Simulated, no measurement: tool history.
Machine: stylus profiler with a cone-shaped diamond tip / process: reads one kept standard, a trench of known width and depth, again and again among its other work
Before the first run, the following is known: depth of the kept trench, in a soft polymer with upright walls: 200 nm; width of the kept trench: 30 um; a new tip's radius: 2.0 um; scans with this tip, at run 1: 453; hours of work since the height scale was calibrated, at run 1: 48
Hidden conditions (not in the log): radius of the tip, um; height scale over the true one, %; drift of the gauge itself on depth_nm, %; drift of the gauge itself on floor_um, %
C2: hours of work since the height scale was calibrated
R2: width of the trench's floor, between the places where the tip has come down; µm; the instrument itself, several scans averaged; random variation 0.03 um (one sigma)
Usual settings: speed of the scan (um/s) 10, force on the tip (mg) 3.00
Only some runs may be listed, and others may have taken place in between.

{"run": 1, "hour": 0.0, "speed of the scan (um/s)": 10, "force on the tip (mg)": 3.0, "scans with this tip": 453, "C2": 48, "depth of the trench (Å)": 2026.6, "R2": 28.17}
{"run": 2, "hour": 45.5, "speed of the scan (um/s)": 10, "force on the tip (mg)": 3.0, "scans with this tip": 702, "C2": 74, "depth of the trench (Å)": 2025.0, "R2": 28.17}
{"run": 3, "hour": 92.5, "speed of the scan (um/s)": 10, "force on the tip (mg)": 3.0, "scans with this tip": 958, "C2": 101, "depth of the trench (Å)": 2023.6, "R2": 28.18}
{"run": 4, "hour": 148.4, "speed of the scan (um/s)": 10, "force on the tip (mg)": 3.0, "scans with this tip": 1263, "C2": 133, "depth of the trench (Å)": 2023.5, "R2": 28.16}
{"run": 5, "hour": 186.4, "speed of the scan (um/s)": 10, "force on the tip (mg)": 3.0, "scans with this tip": 1471, "C2": 155, "depth of the trench (Å)": 2022.3, "R2": 28.16}
{"run": 6, "hour": 222.2, "speed of the scan (um/s)": 10, "force on the tip (mg)": 3.0, "scans with this tip": 1667, "C2": 175, "depth of the trench (Å)": 2022.8, "R2": 28.14}
{"run": 7, "hour": 272.1, "speed of the scan (um/s)": 10, "force on the tip (mg)": 2.58, "scans with this tip": 1939, "C2": 204, "depth of the trench (Å)": 2020.1, "R2": 28.17}
{"run": 8, "hour": 300.9, "speed of the scan (um/s)": 10, "force on the tip (mg)": 2.58, "scans with this tip": 2096, "C2": 220, "depth of the trench (Å)": 2018.4, "R2": 28.09}
{"run": 9, "hour": 367.3, "speed of the scan (um/s)": 10, "force on the tip (mg)": 3.0, "scans with this tip": 2459, "C2": 258, "depth of the trench (Å)": 2023.1, "R2": 28.13}
{"run": 10, "hour": 401.6, "speed of the scan (um/s)": 6, "force on the tip (mg)": 3.0, "scans with this tip": 2646, "C2": 278, "depth of the trench (Å)": 2023.0, "R2": 28.18}
{"run": 11, "hour": 458.8, "speed of the scan (um/s)": 6, "force on the tip (mg)": 3.0, "scans with this tip": 2959, "C2": 311, "depth of the trench (Å)": 2021.8, "R2": 28.09}
{"run": 12, "hour": 508.3, "speed of the scan (um/s)": 6, "force on the tip (mg)": 3.0, "scans with this tip": 3229, "C2": 339, "depth of the trench (Å)": 2022.4, "R2": 28.14}
{"run": 13, "hour": 557.9, "speed of the scan (um/s)": 6, "force on the tip (mg)": 3.0, "scans with this tip": 3500, "C2": 368, "depth of the trench (Å)": 2022.4, "R2": 28.11}
{"run": 14, "hour": 601.4, "speed of the scan (um/s)": 3, "force on the tip (mg)": 3.0, "scans with this tip": 3738, "C2": 393, "depth of the trench (Å)": 2021.5, "R2": 28.2}
{"run": 15, "hour": 663.0, "speed of the scan (um/s)": 3, "force on the tip (mg)": 3.0, "scans with this tip": 4074, "C2": 428, "depth of the trench (Å)": 2020.5, "R2": 28.16}
{"run": 16, "hour": 708.3, "speed of the scan (um/s)": 10, "force on the tip (mg)": 3.0, "scans with this tip": 4321, "C2": 454, "depth of the trench (Å)": 2020.9, "R2": 28.09}
{"run": 17, "hour": 771.4, "speed of the scan (um/s)": 10, "force on the tip (mg)": 3.0, "scans with this tip": 4666, "C2": 490, "depth of the trench (Å)": 2019.7, "R2": 28.11}
{"run": 18, "hour": 829.8, "speed of the scan (um/s)": 10, "force on the tip (mg)": 3.0, "scans with this tip": 4985, "C2": 524, "depth of the trench (Å)": 2021.5, "R2": 28.07}
{"run": 19, "hour": 876.4, "speed of the scan (um/s)": 10, "force on the tip (mg)": 3.0, "scans with this tip": 5239, "C2": 551, "depth of the trench (Å)": 2021.5, "R2": 28.09}
{"run": 20, "hour": 906.9, "speed of the scan (um/s)": 10, "force on the tip (mg)": 3.0, "scans with this tip": 5406, "C2": 568, "depth of the trench (Å)": 2020.7, "R2": 28.09}
{"run": 21, "hour": 951.2, "speed of the scan (um/s)": 10, "force on the tip (mg)": 3.0, "scans with this tip": 5648, "C2": 594, "depth of the trench (Å)": 2020.2, "R2": 28.11}
{"run": 22, "hour": 1008.4, "speed of the scan (um/s)": 7, "force on the tip (mg)": 3.0, "scans with this tip": 5960, "C2": 626, "depth of the trench (Å)": 2019.4, "R2": 28.03}
{"run": 23, "hour": 1057.2, "speed of the scan (um/s)": 7, "force on the tip (mg)": 3.0, "scans with this tip": 6227, "C2": 654, "depth of the trench (Å)": 2019.0, "R2": 28.12}
{"run": 24, "hour": 1115.4, "speed of the scan (um/s)": 6, "force on the tip (mg)": 3.0, "scans with this tip": 6544, "C2": 688, "depth of the trench (Å)": 2017.3, "R2": 28.07}
{"run": 25, "hour": 1151.6, "speed of the scan (um/s)": 6, "force on the tip (mg)": 3.0, "scans with this tip": 6742, "C2": 709, "depth of the trench (Å)": 2018.1, "R2": 28.05}
{"run": 26, "hour": 1204.4, "speed of the scan (um/s)": 3, "force on the tip (mg)": 1.8, "scans with this tip": 7031, "C2": 739, "depth of the trench (Å)": 2011.0, "R2": 28.05}
{"run": 27, "hour": 1239.7, "speed of the scan (um/s)": 36, "force on the tip (mg)": 5.38, "scans with this tip": 7224, "C2": 759, "depth of the trench (Å)": 2031.3, "R2": 27.93}
{"run": 28, "hour": 1274.7, "speed of the scan (um/s)": 10, "force on the tip (mg)": 1.35, "scans with this tip": 7415, "C2": 779, "depth of the trench (Å)": 2008.1, "R2": 28.03}
{"run": 29, "hour": 1302.9, "speed of the scan (um/s)": 33, "force on the tip (mg)": 3.0, "scans with this tip": 7568, "C2": 795, "depth of the trench (Å)": 2017.8, "R2": 27.94}
{"run": 30, "hour": 1356.4, "speed of the scan (um/s)": 3, "force on the tip (mg)": 4.96, "scans with this tip": 7861, "C2": 826, "depth of the trench (Å)": 2026.7, "R2": 28.07}
{"run": 31, "hour": 1384.5, "speed of the scan (um/s)": 8, "force on the tip (mg)": 6.3, "scans with this tip": 8014, "C2": 842, "depth of the trench (Å)": 2033.0, "R2": 28.03}
{"run": 32, "hour": 1451.3, "speed of the scan (um/s)": 38, "force on the tip (mg)": 2.46, "scans with this tip": 8379, "C2": 881, "depth of the trench (Å)": 2015.4, "R2": 27.89}

Run 33 is up next; what results do you expect?
{"run": 33, "hour": 1521.1, "speed of the scan (um/s)": 13, "force on the tip (mg)": 3.43, "scans with this tip": 8760, "C2": 921, "depth of the trench (Å)": "?", "R2": "?"}

depth of the trench (Å): 2017.2
R2: 27.93 µm
If the tool had no hidden condition, the same run with the same run-to-run variation would have returned depth of the trench (Å) 2024.5, R2 28.14 µm.
